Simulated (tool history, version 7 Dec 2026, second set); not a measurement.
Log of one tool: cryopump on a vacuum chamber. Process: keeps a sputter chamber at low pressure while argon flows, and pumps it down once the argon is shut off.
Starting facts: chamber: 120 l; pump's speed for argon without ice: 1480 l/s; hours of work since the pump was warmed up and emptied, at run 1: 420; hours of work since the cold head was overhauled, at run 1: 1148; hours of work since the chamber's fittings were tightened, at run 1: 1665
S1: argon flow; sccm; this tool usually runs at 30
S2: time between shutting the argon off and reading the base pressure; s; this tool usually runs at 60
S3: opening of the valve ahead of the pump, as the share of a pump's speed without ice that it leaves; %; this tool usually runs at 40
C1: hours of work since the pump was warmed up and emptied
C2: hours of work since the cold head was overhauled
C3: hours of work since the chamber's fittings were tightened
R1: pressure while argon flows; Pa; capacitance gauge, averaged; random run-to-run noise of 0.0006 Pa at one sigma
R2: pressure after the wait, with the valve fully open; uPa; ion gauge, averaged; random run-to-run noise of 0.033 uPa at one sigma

run	hour	S1	S2	S3	C1	C2	C3	R1	R2
1	0	30	60	40	420	1148	1665	0.0897	4.13
2	62.6	20	60	40	455	1183	1699	0.0603	4.31
3	141.4	20	60	40	499	1227	1743	0.0605	4.49
4	235.9	20	60	40	551	1279	1796	0.0615	4.73
5	292.3	30	60	40	583	1311	1827	0.0914	4.7
6	374.6	30	60	40	628	1356	1873	0.0925	4.86
7	445.3	30	60	40	667	1396	1912	0.0938	5.04
# hour 454.3: leaking fittings of the chamber tightened, without venting
# hour 497.7: pump warmed up, emptied and cooled again
8	519.3	22	121	56	12	1433	33	0.0455	1.03

What will run 9 give?
9	592.1	22	213	50	52	1473	74	?	?

{"run 9": {"R1": 0.0506, "R2": 0.75}}
The same run, on a tool lacking any hidden state, would have yielded R1 0.0499 Pa, R2 0.64 uPa.

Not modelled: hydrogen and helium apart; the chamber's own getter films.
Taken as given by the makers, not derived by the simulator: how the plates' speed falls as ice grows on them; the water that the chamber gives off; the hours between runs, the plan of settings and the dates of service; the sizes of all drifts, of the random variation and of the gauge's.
